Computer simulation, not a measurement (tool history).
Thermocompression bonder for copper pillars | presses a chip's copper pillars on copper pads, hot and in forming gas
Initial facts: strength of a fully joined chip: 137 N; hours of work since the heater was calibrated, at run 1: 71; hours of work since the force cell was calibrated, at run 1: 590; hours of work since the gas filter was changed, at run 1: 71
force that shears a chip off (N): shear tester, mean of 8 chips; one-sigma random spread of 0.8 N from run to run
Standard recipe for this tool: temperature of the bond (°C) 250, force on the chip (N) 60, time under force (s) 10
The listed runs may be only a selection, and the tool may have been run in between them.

run	day	temperature of the bond (°C)	force on the chip (N)	time under force (s)	hours of work since the heater was calibrated	hours of work since the force cell was calibrated	hours of work since the gas filter was changed	force that shears a chip off (N)
1	0.000	250	60	10	71	590	71	60.0
2	1.283	250	60	10	88	607	88	59.7
3	3.146	250	60	10	113	631	113	58.6
# day 4.633: forming gas filter changed
4	4.708	230	60	10	133	652	1	47.1
5	6.429	230	60	10	156	675	24	47.3
6	8.046	230	60	10	178	696	45	44.9
7	9.875	250	60	10	202	720	70	57.4
8	11.992	250	60	10	230	749	98	57.6
9	13.417	250	60	10	249	767	117	58.0
# day 14.600: forming gas filter changed
10	14.896	250	60	10	268	787	4	61.4
11	17.525	250	60	10	303	822	39	61.4
12	19.529	250	60	10	330	848	65	58.5
13	20.700	250	60	10	346	864	81	57.0
14	22.050	250	60	10	363	882	99	56.2
15	23.938	258	60	10	389	907	124	62.2
# day 24.525: forming gas filter changed
16	25.092	258	60	10	404	922	8	66.9
17	27.571	258	60	10	436	955	40	64.7
18	29.400	258	60	6	461	979	65	53.3
19	31.146	258	60	6	484	1002	88	52.0
20	33.212	258	60	6	511	1030	115	49.9
# day 34.208: heater calibrated with a thermocouple chip
# day 34.583: forming gas filter changed
21	35.092	259	40	28	11	1053	7	78.6
22	36.708	258	44	18	33	1075	28	70.8
23	39.288	258	44	18	67	1109	62	68.4
24	41.771	258	44	18	100	1142	95	66.4
25	43.738	258	51	10	126	1168	122	58.7
# day 44.562: forming gas filter changed
26	46.229	258	51	10	159	1201	22	61.4
27	47.812	258	48	20	180	1222	43	74.8
28	49.229	258	48	20	199	1241	62	73.1
29	51.075	258	74	19	223	1265	86	88.5
30	52.717	258	74	19	245	1287	108	88.6
31	54.046	240	60	8	263	1305	126	46.0
# day 54.550: forming gas filter changed
32	56.033	250	56	18	289	1331	20	70.8
33	57.192	250	56	5	304	1346	35	43.5
34	59.438	250	56	5	334	1376	65	41.4
35	60.792	250	56	5	352	1394	83	41.2

Expected results for the next run?
36	62.521	275	57	6	375	1417	106	?

{"run 36": {"force that shears a chip off (N)": 61.8}}
Had the tool carried no hidden state, the very same run would have given force that shears a chip off (N) 68.3.
